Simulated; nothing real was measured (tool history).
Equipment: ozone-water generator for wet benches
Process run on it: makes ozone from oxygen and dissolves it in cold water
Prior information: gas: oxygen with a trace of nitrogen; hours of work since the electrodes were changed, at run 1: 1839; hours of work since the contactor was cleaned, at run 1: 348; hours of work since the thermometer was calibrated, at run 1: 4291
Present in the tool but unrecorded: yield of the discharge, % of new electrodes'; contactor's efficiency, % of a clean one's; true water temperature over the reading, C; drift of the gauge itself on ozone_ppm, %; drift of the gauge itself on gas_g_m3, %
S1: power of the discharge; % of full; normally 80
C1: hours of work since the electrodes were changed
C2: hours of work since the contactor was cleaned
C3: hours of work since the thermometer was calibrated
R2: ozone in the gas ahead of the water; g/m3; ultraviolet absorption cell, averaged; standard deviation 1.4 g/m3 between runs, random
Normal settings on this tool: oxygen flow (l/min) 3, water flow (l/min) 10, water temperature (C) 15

run 1 day=0 | S1=80 oxygen_flow_(l/min)=3 water_flow_(l/min)=10 water_temperature_(C)=15 | C1=1839 C2=348 C3=4291 | dissolved_ozone_(ppm)=28.4 R2=262.7
run 2 day=4.075 | S1=80 oxygen_flow_(l/min)=3 water_flow_(l/min)=10 water_temperature_(C)=12 | C1=1904 C2=413 C3=4356 | dissolved_ozone_(ppm)=29.9 R2=264.3
run 3 day=7.05 | S1=80 oxygen_flow_(l/min)=3 water_flow_(l/min)=10 water_temperature_(C)=15 | C1=1951 C2=460 C3=4404 | dissolved_ozone_(ppm)=28.7 R2=263.3
run 4 day=9.738 | S1=80 oxygen_flow_(l/min)=3 water_flow_(l/min)=10 water_temperature_(C)=15 | C1=1994 C2=503 C3=4446 | dissolved_ozone_(ppm)=28.4 R2=266.8
run 5 day=12.562 | S1=80 oxygen_flow_(l/min)=3 water_flow_(l/min)=10 water_temperature_(C)=15 | C1=2039 C2=548 C3=4491 | dissolved_ozone_(ppm)=28.7 R2=262.7
run 6 day=15.738 | S1=80 oxygen_flow_(l/min)=3 water_flow_(l/min)=8 water_temperature_(C)=15 | C1=2089 C2=598 C3=4542 | dissolved_ozone_(ppm)=33.8 R2=263.7
run 7 day=18.75 | S1=80 oxygen_flow_(l/min)=3 water_flow_(l/min)=8 water_temperature_(C)=15 | C1=2137 C2=646 C3=4590 | dissolved_ozone_(ppm)=33.4 R2=265.3
run 8 day=21.558 | S1=80 oxygen_flow_(l/min)=3 water_flow_(l/min)=8 water_temperature_(C)=11 | C1=2182 C2=691 C3=4635 | dissolved_ozone_(ppm)=35.8 R2=266.7
run 9 day=24.096 | S1=80 oxygen_flow_(l/min)=3 water_flow_(l/min)=10 water_temperature_(C)=15 | C1=2222 C2=732 C3=4675 | dissolved_ozone_(ppm)=28.6 R2=266.6
run 10 day=27.721 | S1=80 oxygen_flow_(l/min)=3 water_flow_(l/min)=10 water_temperature_(C)=16 | C1=2280 C2=789 C3=4733 | dissolved_ozone_(ppm)=28.2 R2=266
run 11 day=30.279 | S1=80 oxygen_flow_(l/min)=3 water_flow_(l/min)=10 water_temperature_(C)=15 | C1=2321 C2=830 C3=4774 | dissolved_ozone_(ppm)=28.8 R2=263.6
run 12 day=33.6 | S1=80 oxygen_flow_(l/min)=3.45 water_flow_(l/min)=10 water_temperature_(C)=15 | C1=2374 C2=883 C3=4826 | dissolved_ozone_(ppm)=28.5 R2=244.9
run 13 day=36.804 | S1=80 oxygen_flow_(l/min)=3 water_flow_(l/min)=8 water_temperature_(C)=15 | C1=2425 C2=934 C3=4877 | dissolved_ozone_(ppm)=33.8 R2=265.3
run 14 day=39.142 | S1=80 oxygen_flow_(l/min)=3 water_flow_(l/min)=8 water_temperature_(C)=15 | C1=2462 C2=971 C3=4915 | dissolved_ozone_(ppm)=33.9 R2=269.4
run 15 day=42.112 | S1=80 oxygen_flow_(l/min)=3 water_flow_(l/min)=8 water_temperature_(C)=15 | C1=2509 C2=1019 C3=4962 | dissolved_ozone_(ppm)=33.7 R2=267.1
run 16 day=47.217 | S1=80 oxygen_flow_(l/min)=3.54 water_flow_(l/min)=10 water_temperature_(C)=15 | C1=2590 C2=1100 C3=5043 | dissolved_ozone_(ppm)=28.2 R2=240.6
run 17 day=52.054 | S1=80 oxygen_flow_(l/min)=3.54 water_flow_(l/min)=10 water_temperature_(C)=15 | C1=2668 C2=1177 C3=5120 | dissolved_ozone_(ppm)=28.4 R2=242.7
run 18 day=57.571 | S1=80 oxygen_flow_(l/min)=4.23 water_flow_(l/min)=10 water_temperature_(C)=8 | C1=2755 C2=1265 C3=5208 | dissolved_ozone_(ppm)=30.4 R2=217.6
run 19 day=60.958 | S1=76 oxygen_flow_(l/min)=4.23 water_flow_(l/min)=10 water_temperature_(C)=12 | C1=2809 C2=1319 C3=5262 | dissolved_ozone_(ppm)=27.1 R2=206.1
run 20 day=63.917 | S1=76 oxygen_flow_(l/min)=4.23 water_flow_(l/min)=10 water_temperature_(C)=7 | C1=2856 C2=1366 C3=5309 | dissolved_ozone_(ppm)=29.7 R2=206.3
run 21 day=67.65 | S1=53 oxygen_flow_(l/min)=2.24 water_flow_(l/min)=14 water_temperature_(C)=9 | C1=2916 C2=1425 C3=5369 | dissolved_ozone_(ppm)=15.5 R2=222.7
-- day=71.962 gauge calibrated
run 22 day=72.596 | S1=80 oxygen_flow_(l/min)=3.4 water_flow_(l/min)=8 water_temperature_(C)=15 | C1=2995 C2=1504 C3=5447 | dissolved_ozone_(ppm)=33.3 R2=242.3
run 23 day=77.579 | S1=80 oxygen_flow_(l/min)=2.37 water_flow_(l/min)=10 water_temperature_(C)=15 | C1=3074 C2=1583 C3=5527 | dissolved_ozone_(ppm)=29.2 R2=306.3
run 24 day=80.471 | S1=80 oxygen_flow_(l/min)=2.42 water_flow_(l/min)=13 water_temperature_(C)=15 | C1=3120 C2=1629 C3=5573 | dissolved_ozone_(ppm)=23 R2=302.3
run 25 day=85.188 | S1=80 oxygen_flow_(l/min)=2.42 water_flow_(l/min)=13 water_temperature_(C)=15 | C1=3195 C2=1704 C3=5648 | dissolved_ozone_(ppm)=23.5 R2=300.7
run 26 day=87.529 | S1=80 oxygen_flow_(l/min)=2.42 water_flow_(l/min)=13 water_temperature_(C)=15 | C1=3232 C2=1742 C3=5685 | dissolved_ozone_(ppm)=23.1 R2=304.7
run 27 day=92.971 | S1=44 oxygen_flow_(l/min)=3.12 water_flow_(l/min)=10 water_temperature_(C)=15 | C1=3319 C2=1828 C3=5772 | dissolved_ozone_(ppm)=16.1 R2=148.5
run 28 day=97.042 | S1=44 oxygen_flow_(l/min)=3.12 water_flow_(l/min)=10 water_temperature_(C)=15 | C1=3384 C2=1893 C3=5837 | dissolved_ozone_(ppm)=16.5 R2=145.5
-- day=97.821 water thermometer calibrated
run 29 day=101.142 | S1=44 oxygen_flow_(l/min)=3.12 water_flow_(l/min)=10 water_temperature_(C)=15 | C1=3449 C2=1958 C3=53 | dissolved_ozone_(ppm)=16.1 R2=149.3
run 30 day=104.012 | S1=80 oxygen_flow_(l/min)=5.15 water_flow_(l/min)=9 water_temperature_(C)=15 | C1=3495 C2=2004 C3=99 | dissolved_ozone_(ppm)=27.8 R2=188.6

Predict the results of run 31:
run 31 day=107.633 | S1=88 oxygen_flow_(l/min)=1.56 water_flow_(l/min)=6 water_temperature_(C)=20 | C1=3552 C2=2062 C3=156 | dissolved_ozone_(ppm)=? R2=?

{"run 31": {"dissolved ozone (ppm)": 45.9, "R2": 442.6}}
If the tool had no hidden condition, the same run with the same run-to-run variation would have returned dissolved ozone (ppm) 45.9, R2 437 g/m3.

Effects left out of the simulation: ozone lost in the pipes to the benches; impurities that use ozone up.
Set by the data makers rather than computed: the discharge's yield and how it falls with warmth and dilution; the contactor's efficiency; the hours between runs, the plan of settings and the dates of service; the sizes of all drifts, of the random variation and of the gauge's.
